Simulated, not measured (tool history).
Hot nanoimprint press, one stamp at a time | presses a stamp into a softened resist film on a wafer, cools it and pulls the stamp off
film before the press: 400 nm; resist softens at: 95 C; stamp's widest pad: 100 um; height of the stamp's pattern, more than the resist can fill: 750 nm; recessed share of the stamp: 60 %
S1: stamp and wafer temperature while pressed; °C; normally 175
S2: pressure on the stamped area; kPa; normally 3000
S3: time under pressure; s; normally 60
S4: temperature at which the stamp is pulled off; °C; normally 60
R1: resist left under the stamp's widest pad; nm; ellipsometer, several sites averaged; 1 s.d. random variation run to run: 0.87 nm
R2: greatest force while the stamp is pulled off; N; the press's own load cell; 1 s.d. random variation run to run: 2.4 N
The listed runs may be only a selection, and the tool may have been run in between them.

run   hour   S1    S2   S3  S4     R1   R2
  1    0.0  175  3000   60  60  176.7  109
  2   16.2  175  3000   60  60  175.7  106
  3   28.3  175  3000   60  60  178.1  106
  4   43.8  175  3000   60  60  178.6  108
  5   60.9  175  3000   60  60  176.3  106
  6   75.2  175  3000   60  60  177.6  106
  7   82.2  175  3000   77  60  159.7  108
  8   95.1  175  3000   60  60  175.3  103
  9  111.7  175  3000   60  60  175.6  111
 10  128.1  175  3000   60  60  174.8  105
 11  137.4  175  3000   60  48  177.3  144
 12  145.0  175  2840   60  60  179.8  106
 13  152.9  175  2840   60  60  181.1  112
 14  160.1  175  3000   60  60  176.6  108
 15  180.1  175  3000   60  60  176.8  107
 16  191.8  175  3000  106  60  140.1  111
 17  200.7  175  3000  106  60  140.4  109
 18  208.3  175  3940   38  60  189.6  109
 19  223.7  175  3940   38  60  190.7  112
 20  237.0  175  3940   38  60  188.7  108
 21  249.7  175  4090   41  60  182.6  109
 22  257.9  175  3000   39  48  206.9  139
 23  269.3  167  3560   52  50  223.7  133
 24  282.8  173  3000   49  58  204.4  116
 25  298.3  165  3870   60  52  218.9  128
 26  312.3  175  4370   35  60  187.3  111
 27  329.0  175  4450   40  61  178.0  109
 28  343.3  176  3000   60  60  171.2  109
 29  355.2  175  2280   60  60  198.5  108
 30  365.1  185  4100   32  55  146.8  128

Between the runs listed above, the log contained 1 entry, not reproduced here. Where in the sequence does each belong, and how does what the log doesn't record of the tool's condition differ from the listed run before to the listed run after?
Between runs 14 and 15: plate thermocouple calibrated (hour 169.4)
  true temperature over the reading, C: -0.04 -> 0

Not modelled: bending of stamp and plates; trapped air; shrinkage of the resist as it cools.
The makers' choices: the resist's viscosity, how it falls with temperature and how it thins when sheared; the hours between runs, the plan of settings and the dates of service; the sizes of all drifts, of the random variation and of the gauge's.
